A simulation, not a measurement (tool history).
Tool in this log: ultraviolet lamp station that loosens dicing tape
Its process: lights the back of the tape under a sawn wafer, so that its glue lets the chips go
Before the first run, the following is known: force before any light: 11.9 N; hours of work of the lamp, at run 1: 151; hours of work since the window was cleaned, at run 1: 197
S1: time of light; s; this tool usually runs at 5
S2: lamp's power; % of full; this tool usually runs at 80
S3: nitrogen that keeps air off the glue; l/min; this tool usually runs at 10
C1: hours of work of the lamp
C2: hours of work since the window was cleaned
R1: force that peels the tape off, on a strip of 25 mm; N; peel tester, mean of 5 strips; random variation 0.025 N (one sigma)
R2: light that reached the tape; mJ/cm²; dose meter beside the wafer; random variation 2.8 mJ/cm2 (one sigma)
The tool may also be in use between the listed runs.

run,hour,S1,S2,S3,C1,C2,R1,R2
1,0.0,5,80,10,151,197,1.660,335
2,13.0,3,80,10,159,205,3.631,200
3,30.0,3,80,10,169,215,3.815,199
# hour 33.0: window cleaned of glue's vapour
4,39.2,3,80,10,174,4,3.343,217
5,52.0,3,80,10,182,11,3.310,218
6,61.0,3,80,10,188,17,3.414,216
7,69.8,3,80,10,193,22,3.430,219
8,86.9,5,87,10,203,33,1.233,387
9,96.1,5,87,10,209,38,1.259,386
10,112.8,5,87,3,219,48,2.380,379
11,129.9,4,94,15,229,59,1.472,331
12,139.1,4,94,15,235,64,1.496,326
13,157.2,8,94,8,246,75,0.406,648
14,165.3,8,94,8,251,80,0.392,644
15,177.1,8,94,8,258,87,0.418,642
16,192.1,3,77,5,267,96,4.611,196
17,202.7,3,99,19,273,103,2.248,253
18,221.0,3,99,19,284,114,2.312,250

Consider 3 possible next runs. They are alternatives, not a sequence: every one starts from the tool as it was left by run 18. What does each give?
A,229.7,3,80,4,290,119,?,?
B,229.7,3,67,5,290,119,?,?
C,229.7,4,70,10,290,119,?,?

run,R1,R2
A,4.661,203
B,4.964,169
C,2.978,233
With no hidden state in the tool, these same runs would have given:
run,R1,R2
A,3.996,237
B,4.325,198
C,2.375,272
